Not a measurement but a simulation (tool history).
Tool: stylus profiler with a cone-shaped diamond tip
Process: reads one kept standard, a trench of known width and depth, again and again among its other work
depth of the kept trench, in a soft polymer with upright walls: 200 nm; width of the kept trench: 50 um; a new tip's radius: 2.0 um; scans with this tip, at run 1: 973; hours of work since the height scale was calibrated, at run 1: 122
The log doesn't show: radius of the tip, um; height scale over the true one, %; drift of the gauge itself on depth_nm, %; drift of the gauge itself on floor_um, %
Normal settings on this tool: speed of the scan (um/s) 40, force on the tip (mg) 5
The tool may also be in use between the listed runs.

| run | day | speed of the scan (um/s) | force on the tip (mg) | scans with this tip | hours of work since the height scale was calibrated | depth of the trench (angstrom) | width of the trench's floor (µm) |
|---|---|---|---|---|---|---|---|
| 1 | 0 | 40 | 5 | 973 | 122 | 2044.9 | 48.11 |
| 2 | 2.779 | 40 | 13.52 | 1315 | 164 | 2087.3 | 48.2 |
| 3 | 5.625 | 43 | 5 | 1666 | 208 | 2044.2 | 48.11 |
| 4 | 9.192 | 40 | 4.61 | 2105 | 263 | 2042.4 | 48.13 |
| 5 | 11.071 | 40 | 4.61 | 2337 | 292 | 2042.8 | 48.12 |
| 6 | 14.175 | 40 | 4.61 | 2719 | 340 | 2042.7 | 48.12 |
| 7 | 17.862 | 40 | 4.61 | 3173 | 397 | 2042.5 | 48.17 |
| 8 | 21.658 | 40 | 4.61 | 3641 | 455 | 2042.4 | 48.15 |
| 9 | 24.846 | 40 | 5 | 4033 | 504 | 2045.1 | 48.15 |
| 10 | 28.533 | 40 | 5 | 4488 | 561 | 2045.1 | 48.13 |
| 11 | 31.55 | 40 | 5 | 4860 | 607 | 2045.3 | 48.11 |
| 12 | 33.308 | 55 | 5 | 5076 | 634 | 2044.8 | 48.07 |
| 13 | 36.454 | 55 | 5 | 5464 | 683 | 2045 | 48.11 |
| 14 | 38.858 | 40 | 5 | 5760 | 720 | 2045.5 | 48.13 |
| 15 | 42.583 | 40 | 5 | 6219 | 777 | 2044.5 | 48.12 |
| 16 | 44.967 | 40 | 6.31 | 6512 | 814 | 2052.7 | 48.15 |
| 17 | 48.054 | 40 | 6.18 | 6893 | 861 | 2052 | 48.08 |
|  | 49.962 | height scale calibrated on a step standard |
| 18 | 50.758 | 40 | 6.18 | 7224 | 12 | 2052 | 48.08 |
| 19 | 54.221 | 40 | 6.18 | 7650 | 66 | 2051.5 | 48.04 |
| 20 | 56.917 | 40 | 6.18 | 7982 | 107 | 2052.4 | 48.09 |
| 21 | 58.5 | 96 | 3.37 | 8177 | 131 | 2034.2 | 47.84 |
|  | 61.075 | new tip fitted, height scale calibrated |
| 22 | 61.512 | 12 | 3.11 | 54 | 7 | 2032.3 | 48.19 |
| 23 | 63.754 | 30 | 12.81 | 330 | 41 | 2084.7 | 48.24 |
| 24 | 66.779 | 30 | 12.81 | 703 | 88 | 2084.6 | 48.15 |
| 25 | 68.812 | 14 | 6.44 | 954 | 119 | 2053.4 | 48.2 |
| 26 | 72.629 | 113 | 5.48 | 1424 | 178 | 2048.1 | 47.91 |
| 27 | 75.042 | 40 | 5.31 | 1721 | 215 | 2046.9 | 48.14 |
| 28 | 77.05 | 17 | 3.09 | 1968 | 246 | 2032.9 | 48.14 |
| 29 | 79.817 | 17 | 3.09 | 2309 | 289 | 2032.6 | 48.16 |
| 30 | 82.083 | 13 | 2.5 | 2588 | 323 | 2027.8 | 48.23 |
| 31 | 84.833 | 18 | 14.11 | 2927 | 366 | 2089.5 | 48.19 |
| 32 | 86.483 | 71 | 5.13 | 3131 | 391 | 2046.3 | 48.1 |
| 33 | 89.083 | 160 | 11.95 | 3451 | 431 | 2079.9 | 47.9 |
| 34 | 92.262 | 147 | 2.44 | 3843 | 480 | 2027.4 | 47.52 |
| 35 | 94.979 | 15 | 2.65 | 4177 | 522 | 2029.2 | 48.17 |
| 36 | 98.65 | 15 | 2.65 | 4629 | 578 | 2029.1 | 48.19 |
| 37 | 101.542 | 15 | 2.65 | 4986 | 623 | 2029.6 | 48.22 |
| 38 | 104.975 | 17 | 3.25 | 5409 | 676 | 2033.4 | 48.16 |
| 39 | 108.8 | 111 | 6.23 | 5880 | 735 | 2053 | 47.91 |
| 40 | 112.496 | 76 | 4.31 | 6335 | 792 | 2040.8 | 47.92 |

How would selected steps in width of the trench's floor (µm) from run to run divide? Give the signed amount a tool lacking its hidden state would still show from settings, what came in and random variation, and the signed amount left for the hidden state, including any gauge scatter that is not in both of the compared results.
Run 7 -> 8: no setting touched and nothing written in the log between the runs. width of the trench's floor (µm) -0.02: hidden state -0.01, all else -0.01.
Run 13 -> 14: speed of the scan (um/s) 55 -> 40. width of the trench's floor (µm) +0.02: hidden state -0.01, all else +0.03.
Run 21 -> 22: speed of the scan (um/s) 96 -> 12, force on the tip (mg) 3.37 -> 3.11, new tip fitted, height scale calibrated. width of the trench's floor (µm) +0.35: hidden state +0.03, all else +0.32.
Run 33 -> 34: speed of the scan (um/s) 160 -> 147, force on the tip (mg) 11.95 -> 2.44. width of the trench's floor (µm) -0.38: hidden state +0, all else -0.38.
Run 34 -> 35: speed of the scan (um/s) 147 -> 15, force on the tip (mg) 2.44 -> 2.65. width of the trench's floor (µm) +0.65: hidden state +0, all else +0.65.
